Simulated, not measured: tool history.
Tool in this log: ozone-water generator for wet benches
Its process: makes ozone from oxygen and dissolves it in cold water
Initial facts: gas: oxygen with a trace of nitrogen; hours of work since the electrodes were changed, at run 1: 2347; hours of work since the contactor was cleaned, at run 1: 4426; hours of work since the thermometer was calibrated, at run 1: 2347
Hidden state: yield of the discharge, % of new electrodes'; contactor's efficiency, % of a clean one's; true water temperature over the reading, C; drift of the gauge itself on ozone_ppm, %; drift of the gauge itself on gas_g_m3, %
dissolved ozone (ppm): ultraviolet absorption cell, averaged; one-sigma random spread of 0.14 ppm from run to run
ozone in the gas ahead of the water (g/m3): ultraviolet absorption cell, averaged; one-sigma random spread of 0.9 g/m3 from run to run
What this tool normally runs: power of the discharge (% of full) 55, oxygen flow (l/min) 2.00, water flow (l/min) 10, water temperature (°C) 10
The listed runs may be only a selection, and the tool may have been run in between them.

run      day  power of the discharge (% of full)  oxygen flow (l/min)  water flow (l/min)  water temperature (°C)  hours of work since the electrodes were changed  hours of work since the contactor was cleaned  hours of work since the thermometer was calibrated  dissolved ozone (ppm)  ozone in the gas ahead of the water (g/m3)
  1    0.000                                  55                 2.00                  10                      10                                             2347                                           4426                                                2347                   15.4                                       142.7
  2    3.425                                  55                 2.00                  10                      10                                             2412                                           4492                                                2412                   15.3                                       140.7
  3    6.512                                  55                 2.00                  10                      10                                             2472                                           4551                                                2472                   15.4                                       141.5
  4   10.875                                  55                 1.70                  10                      10                                             2555                                           4635                                                2555                   14.8                                       153.0
  5   16.092                                  55                 2.00                  10                      10                                             2656                                           4735                                                2656                   15.2                                       140.0
  6   19.025                                  55                 2.00                  10                      10                                             2712                                           4792                                                2712                   15.1                                       141.1
  7   22.204                                  55                 2.00                  10                      10                                             2773                                           4853                                                2773                   15.1                                       139.5
  8   25.758                                  56                 2.00                  10                      10                                             2841                                           4921                                                2841                   15.1                                       143.1
  9   30.021                                  56                 2.00                  10                      10                                             2923                                           5003                                                2923                   15.4                                       143.4
      30.308  -- water thermometer calibrated
 10   34.792                                  56                 2.00                  10                      10                                             3015                                           5094                                                  86                   15.1                                       140.7
 11   39.967                                  56                 2.00                  10                      10                                             3114                                           5194                                                 186                   14.8                                       139.9
 12   44.208                                  55                 2.00                  10                       7                                             3195                                           5275                                                 267                   15.5                                       138.7
      46.142  -- water thermometer calibrated, once more
 13   47.946                                  55                 2.56                  10                      10                                             3267                                           5346                                                  35                   15.5                                       122.7
 14   50.292                                  55                 2.56                  10                      10                                             3312                                           5391                                                  80                   15.4                                       122.8
 15   54.671                                  55                 2.56                  10                      10                                             3396                                           5476                                                 164                   15.4                                       122.2
 16   58.212                                  55                 2.56                  10                      10                                             3464                                           5544                                                 232                   15.3                                       120.4
 17   61.542                                  55                 2.56                  10                      10                                             3528                                           5608                                                 296                   15.3                                       122.7
 18   65.717                                  55                 2.56                  10                      10                                             3608                                           5688                                                 376                   15.5                                       123.6
 19   69.542                                  54                 1.11                   6                      12                                             3682                                           5761                                                 450                   19.7                                       179.8
 20   74.312                                  57                 1.14                   8                      10                                             3773                                           5853                                                 541                   16.2                                       186.1
 21   77.550                                  88                 1.17                  10                      10                                             3836                                           5915                                                 603                   18.0                                       248.2
 22   82.204                                  88                 1.17                  10                      10                                             3925                                           6005                                                 693                   17.8                                       250.6
 23   87.467                                  47                 2.55                  10                      10                                             4026                                           6106                                                 794                   13.5                                       109.0
 24   89.729                                  55                 2.39                   6                       7                                             4070                                           6149                                                 837                   22.5                                       124.3
 25   92.212                                  78                 3.50                  12                       6                                             4117                                           6197                                                 885                   17.9                                       130.8
 26   97.304                                  55                 1.30                  10                      10                                             4215                                           6295                                                 983                   13.2                                       168.9
 27   99.596                                  55                 1.94                  10                      10                                             4259                                           6339                                                1027                   14.3                                       139.1
 28  103.758                                  55                 2.00                  10                       8                                             4339                                           6419                                                1107                   14.7                                       135.0
 29  106.000                                  55                 2.00                   8                       6                                             4382                                           6462                                                1150                   18.0                                       136.4
 30  109.983                                  55                 2.00                   8                       6                                             4459                                           6538                                                1227                   18.3                                       134.6
 31  115.171                                  77                 2.00                  10                      11                                             4558                                           6638                                                1326                   18.3                                       170.5
 32  117.942                                  77                 2.00                  10                      11                                             4612                                           6691                                                1379                   17.9                                       167.6

Here are 3 independent what-if runs from the current tool condition. What would each one return?
  A  122.100                                  42                 3.50                   9                      10                                             4691                                           6771                                                1459                      ?                                           ?
  B  122.100                                  77                 3.46                  10                      11                                             4691                                           6771                                                1459                      ?                                           ?
  C  122.100                                  55                 2.81                  13                       6                                             4691                                           6771                                                1459                      ?                                           ?

run  dissolved ozone (ppm)  ozone in the gas ahead of the water (g/m3)
  A                   13.6                                        85.0
  B                   18.6                                       129.1
  C                   12.8                                       114.0
The same runs, with their run-to-run variation unchanged, on a tool lacking any hidden condition would have given:
run  dissolved ozone (ppm)  ozone in the gas ahead of the water (g/m3)
  A                   15.7                                        92.2
  B                   22.9                                       148.3
  C                   15.3                                       126.8
